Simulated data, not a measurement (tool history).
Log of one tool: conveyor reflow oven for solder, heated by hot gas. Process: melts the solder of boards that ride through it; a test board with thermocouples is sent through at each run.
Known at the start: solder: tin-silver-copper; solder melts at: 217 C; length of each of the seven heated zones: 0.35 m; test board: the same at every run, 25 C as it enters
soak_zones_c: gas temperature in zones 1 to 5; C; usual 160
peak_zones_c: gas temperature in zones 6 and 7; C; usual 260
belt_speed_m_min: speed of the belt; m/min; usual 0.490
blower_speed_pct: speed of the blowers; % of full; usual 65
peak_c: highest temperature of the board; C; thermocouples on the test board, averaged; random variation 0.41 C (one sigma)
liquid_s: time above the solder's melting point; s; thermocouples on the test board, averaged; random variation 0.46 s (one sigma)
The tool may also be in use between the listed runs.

| run | hour | soak_zones_c | peak_zones_c | belt_speed_m_min | blower_speed_pct | peak_c | liquid_s |
|---|---|---|---|---|---|---|---|
| 1 | 0.0 | 160 | 260 | 0.490 | 65 | 240.0 | 47.5 |
|  | 13.7 | flux residue cleaned out of gas plates and filters |
| 2 | 56.2 | 160 | 260 | 0.490 | 65 | 239.9 | 44.6 |
| 3 | 95.1 | 160 | 260 | 0.490 | 65 | 239.5 | 44.8 |
| 4 | 133.8 | 160 | 260 | 0.490 | 65 | 239.4 | 44.4 |
| 5 | 168.3 | 160 | 260 | 0.490 | 59 | 237.8 | 42.2 |
| 6 | 217.0 | 160 | 260 | 0.490 | 59 | 237.6 | 42.1 |
|  | 265.3 | flux residue cleaned out of gas plates and filters, once more |
| 7 | 269.7 | 155 | 260 | 0.490 | 65 | 243.1 | 47.5 |
| 8 | 295.6 | 172 | 260 | 0.490 | 65 | 245.7 | 57.1 |
| 9 | 337.0 | 172 | 264 | 0.490 | 65 | 249.1 | 59.6 |
| 10 | 379.4 | 160 | 260 | 0.542 | 65 | 238.9 | 39.9 |
| 11 | 416.6 | 160 | 260 | 0.490 | 65 | 242.6 | 50.2 |
| 12 | 447.3 | 148 | 260 | 0.490 | 65 | 240.1 | 43.1 |
| 13 | 482.7 | 148 | 260 | 0.490 | 65 | 240.4 | 43.1 |
| 14 | 510.6 | 158 | 260 | 0.490 | 65 | 242.2 | 48.1 |
|  | 530.9 | flux residue cleaned out of gas plates and filters |
| 15 | 544.7 | 160 | 260 | 0.490 | 65 | 244.7 | 50.8 |
| 16 | 579.8 | 160 | 266 | 0.543 | 83 | 248.3 | 51.1 |
| 17 | 619.2 | 151 | 262 | 0.509 | 50 | 237.4 | 38.6 |
| 18 | 646.1 | 149 | 266 | 0.465 | 73 | 250.7 | 58.6 |
| 19 | 695.6 | 161 | 273 | 0.414 | 65 | 261.4 | 78.0 |
| 20 | 736.1 | 161 | 249 | 0.414 | 72 | 240.9 | 60.6 |
| 21 | 762.6 | 169 | 257 | 0.490 | 55 | 240.2 | 49.6 |
|  | 798.7 | flux residue cleaned out of gas plates and filters |
| 22 | 822.4 | 169 | 257 | 0.490 | 55 | 241.8 | 50.7 |
| 23 | 867.7 | 169 | 257 | 0.490 | 55 | 240.8 | 50.0 |
| 24 | 907.6 | 160 | 275 | 0.490 | 65 | 257.5 | 63.0 |

Forecast run 25:
| 25 | 944.0 | 160 | 275 | 0.516 | 65 | ? | ? |

Run 25 gave peak_c 255.5 C, liquid_s 57.6 s.
Without the tool's hidden state the same run would have given peak_c 252.6 C, liquid_s 54.9 s.
